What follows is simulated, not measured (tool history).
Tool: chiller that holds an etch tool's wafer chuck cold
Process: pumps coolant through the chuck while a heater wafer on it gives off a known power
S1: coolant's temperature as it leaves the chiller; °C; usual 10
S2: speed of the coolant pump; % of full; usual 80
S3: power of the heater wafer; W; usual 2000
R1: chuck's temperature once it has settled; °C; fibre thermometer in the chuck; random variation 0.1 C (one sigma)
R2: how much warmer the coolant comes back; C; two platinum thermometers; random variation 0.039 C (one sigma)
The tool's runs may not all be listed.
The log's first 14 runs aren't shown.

run,hour,S1,S2,S3,R1,R2
15,1264.1,10,64,1401,26.8,7.62
16,1319,10,64,1401,26.8,7.66
17,1422.2,14,80,2000,33.9,8.72
18,1479.1,19,80,2552,44.2,11.16
19,1528,15,97,1012,23.8,3.66
20,1607,15,97,2306,34.6,8.32
# hour 1622.1: coolant pump overhauled
21,1682.1,15,97,1258,26.2,4.63
22,1795,9,97,2128,27.8,7.75
# hour 1897.4: coolant pump overhauled, once more
23,1901.3,10,72,1092,21.6,4.99
24,2009.9,1,77,2661,27,11.34
25,2095.8,13,94,1374,24.7,4.81
26,2213.3,13,94,1374,24.8,4.79
27,2302.7,13,94,1374,25,4.79
28,2380.2,4,80,1314,17,5.37
29,2439.4,4,80,1314,17,5.42
# hour 2464.7: chiller's thermometer calibrated
30,2507.8,4,80,1314,16.3,5.4
31,2556.4,18,80,2000,36.9,8.22
32,2666,18,80,2000,37.1,8.27
33,2763.1,18,80,2000,36.9,8.3

Forecast each of these 3 alternatives for the next run:
A,2877.2,18,95,2061,?,?
B,2877.2,6,72,1142,?,?
C,2877.2,20,80,2000,?,?

run,R1,R2
A,35.2,7.15
B,17.9,5.26
C,39.3,8.28
Without the tool's hidden state the same runs would have given:
run,R1,R2
A,33.6,7.02
B,16.8,5.17
C,37.6,8.13
